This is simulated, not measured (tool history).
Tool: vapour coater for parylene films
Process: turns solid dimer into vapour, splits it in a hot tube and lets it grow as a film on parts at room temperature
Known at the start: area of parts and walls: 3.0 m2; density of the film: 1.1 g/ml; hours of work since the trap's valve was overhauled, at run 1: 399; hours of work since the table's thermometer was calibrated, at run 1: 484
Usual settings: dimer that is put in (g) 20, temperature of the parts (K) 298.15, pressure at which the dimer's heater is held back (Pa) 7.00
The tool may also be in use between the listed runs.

| run | hour | dimer that is put in (g) | temperature of the parts (K) | pressure at which the dimer's heater is held back (Pa) | hours of work since the trap's valve was overhauled | hours of work since the table's thermometer was calibrated | thickness of the film (um) |
|---|---|---|---|---|---|---|---|
| 1 | 0.0 | 20 | 298.15 | 7.00 | 399 | 484 | 3.91 |
| 2 | 50.2 | 20 | 298.15 | 7.00 | 420 | 505 | 3.90 |
| 3 | 85.9 | 20 | 298.15 | 7.00 | 434 | 519 | 3.85 |
| 4 | 128.7 | 20 | 298.15 | 6.30 | 452 | 537 | 3.94 |
| 5 | 174.0 | 20 | 298.15 | 6.30 | 471 | 556 | 3.98 |
| 6 | 211.9 | 20 | 298.15 | 6.30 | 487 | 572 | 3.98 |
| 7 | 265.2 | 13 | 300.15 | 4.96 | 509 | 594 | 2.48 |
|  | 317.1 | trap's valve overhauled |
| 8 | 330.6 | 34 | 300.15 | 7.58 | 6 | 619 | 6.34 |
| 9 | 390.1 | 34 | 300.15 | 7.58 | 30 | 644 | 6.28 |
| 10 | 452.3 | 34 | 300.15 | 7.58 | 56 | 670 | 6.32 |

What if the next run were any one of these 5? Each begins from the tool's condition after run 10:
| A | 494.5 | 20 | 306.15 | 7.00 | 74 | 687 | ? |
| B | 494.5 | 10 | 300.15 | 7.58 | 74 | 687 | ? |
| C | 494.5 | 11 | 298.15 | 7.00 | 74 | 687 | ? |
| D | 494.5 | 20 | 290.15 | 2.15 | 74 | 687 | ? |
| E | 494.5 | 16 | 302.15 | 6.59 | 74 | 687 | ? |

| run | thickness of the film (um) |
|---|---|
| A | 3.05 |
| B | 1.86 |
| C | 2.18 |
| D | 5.91 |
| E | 2.86 |
Take away the tool's hidden state, keep each run's random variation, and the runs would have read:
| run | thickness of the film (um) |
|---|---|
| A | 3.13 |
| B | 1.91 |
| C | 2.24 |
| D | 5.95 |
| E | 2.93 |

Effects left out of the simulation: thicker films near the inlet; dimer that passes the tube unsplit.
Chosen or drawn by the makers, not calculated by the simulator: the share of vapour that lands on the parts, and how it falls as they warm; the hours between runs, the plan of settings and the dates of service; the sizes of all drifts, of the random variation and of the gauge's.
